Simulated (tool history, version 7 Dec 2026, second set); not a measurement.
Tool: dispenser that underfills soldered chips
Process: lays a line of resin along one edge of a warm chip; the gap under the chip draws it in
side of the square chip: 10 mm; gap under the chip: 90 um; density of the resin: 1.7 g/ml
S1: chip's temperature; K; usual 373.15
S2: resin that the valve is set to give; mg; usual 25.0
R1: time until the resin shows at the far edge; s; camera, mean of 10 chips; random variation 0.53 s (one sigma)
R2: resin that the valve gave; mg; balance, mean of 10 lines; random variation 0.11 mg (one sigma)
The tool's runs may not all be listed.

| run | hour | S1 | S2 | R1 | R2 |
|---|---|---|---|---|---|
| 1 | 0.0 | 373.15 | 25.0 | 48.7 | 24.56 |
|  | 4.8 | new syringe of resin |
| 2 | 6.4 | 373.15 | 25.0 | 46.9 | 24.80 |
| 3 | 11.3 | 373.15 | 25.0 | 55.8 | 24.48 |
|  | 12.1 | new syringe of resin |
|  | 19.5 | new syringe of resin |
| 4 | 19.8 | 373.15 | 25.0 | 45.4 | 24.49 |
| 5 | 24.4 | 373.15 | 25.0 | 52.1 | 24.42 |
|  | 26.7 | new syringe of resin |
| 6 | 29.8 | 373.15 | 25.0 | 49.8 | 24.57 |
|  | 34.4 | new syringe of resin |
| 7 | 37.4 | 373.15 | 25.0 | 50.4 | 24.30 |
|  | 41.7 | new syringe of resin |
| 8 | 43.6 | 373.15 | 30.5 | 48.0 | 29.60 |
|  | 49.1 | new syringe of resin |
| 9 | 51.1 | 376.15 | 25.0 | 45.1 | 24.13 |
|  | 56.6 | new syringe of resin |
| 10 | 57.2 | 376.15 | 25.0 | 43.3 | 24.13 |
|  | 63.9 | new syringe of resin |
| 11 | 63.9 | 376.15 | 25.0 | 42.7 | 23.93 |
| 12 | 68.6 | 373.15 | 25.0 | 52.2 | 23.94 |
|  | 71.3 | new syringe of resin |
| 13 | 75.4 | 373.15 | 25.0 | 52.3 | 24.12 |
|  | 78.7 | new syringe of resin |
| 14 | 81.4 | 373.15 | 25.0 | 51.8 | 23.72 |
|  | 86.0 | new syringe of resin |
| 15 | 90.1 | 373.15 | 25.0 | 54.0 | 23.75 |
|  | 93.2 | new syringe of resin |
| 16 | 95.0 | 373.15 | 25.0 | 48.6 | 23.73 |
| 17 | 99.2 | 373.15 | 25.0 | 54.7 | 23.69 |
|  | 100.8 | new syringe of resin |
| 18 | 107.5 | 373.15 | 25.0 | 57.3 | 23.56 |
|  | 108.5 | new syringe of resin |
| 19 | 113.9 | 373.15 | 25.0 | 54.0 | 23.56 |
|  | 115.8 | new syringe of resin |
| 20 | 119.6 | 373.15 | 25.0 | 52.2 | 23.60 |
|  | 123.6 | new syringe of resin |
|  | 128.3 | dispensing valve cleaned and set on the balance |
| 21 | 128.3 | 376.15 | 31.5 | 48.0 | 31.44 |
|  | 132.1 | new syringe of resin |
| 22 | 134.4 | 376.15 | 31.5 | 44.5 | 31.40 |
|  | 139.7 | new syringe of resin |
| 23 | 141.0 | 383.15 | 31.5 | 36.7 | 31.41 |
|  | 147.1 | new syringe of resin |
| 24 | 149.6 | 383.15 | 31.5 | 37.5 | 31.25 |
| 25 | 153.5 | 383.15 | 31.5 | 42.0 | 31.46 |
|  | 154.4 | new syringe of resin |
| 26 | 158.4 | 381.15 | 31.9 | 41.8 | 31.06 |
|  | 162.1 | new syringe of resin |
| 27 | 163.9 | 381.15 | 25.7 | 40.5 | 25.25 |
|  | 169.6 | new syringe of resin |
| 28 | 170.8 | 366.15 | 27.6 | 59.7 | 26.94 |
|  | 176.8 | new syringe of resin |
| 29 | 179.5 | 366.15 | 31.7 | 60.8 | 31.01 |
|  | 184.2 | new syringe of resin |
| 30 | 188.2 | 376.15 | 23.8 | 48.0 | 23.35 |
|  | 191.8 | new syringe of resin |
| 31 | 192.0 | 385.15 | 24.7 | 35.4 | 24.09 |
| 32 | 196.2 | 385.15 | 24.7 | 39.4 | 23.90 |
|  | 199.1 | new syringe of resin |
| 33 | 201.7 | 385.15 | 24.7 | 37.2 | 23.70 |
|  | 206.6 | new syringe of resin |
| 34 | 210.0 | 385.15 | 31.1 | 38.2 | 30.17 |
|  | 214.1 | new syringe of resin |
| 35 | 215.5 | 387.15 | 23.3 | 34.5 | 22.31 |
|  | 221.7 | new syringe of resin |
| 36 | 223.6 | 387.15 | 23.3 | 36.0 | 22.30 |

3 ways to go on from here, each from the tool as it stands after run 36. What would each give?
|  | 229.2 | new syringe of resin |
| A | 231.4 | 373.15 | 21.4 | ? | ? |
|  | 229.2 | new syringe of resin |
| B | 231.4 | 373.15 | 24.5 | ? | ? |
|  | 229.2 | new syringe of resin |
| C | 231.4 | 385.15 | 26.2 | ? | ? |

| run | R1 | R2 |
|---|---|---|
| A | 52.0 | 20.45 |
| B | 50.4 | 23.71 |
| C | 37.1 | 25.12 |
Without the tool's hidden state the same runs would have given:
| run | R1 | R2 |
|---|---|---|
| A | 45.2 | 21.35 |
| B | 44.1 | 24.75 |
| C | 32.7 | 26.22 |

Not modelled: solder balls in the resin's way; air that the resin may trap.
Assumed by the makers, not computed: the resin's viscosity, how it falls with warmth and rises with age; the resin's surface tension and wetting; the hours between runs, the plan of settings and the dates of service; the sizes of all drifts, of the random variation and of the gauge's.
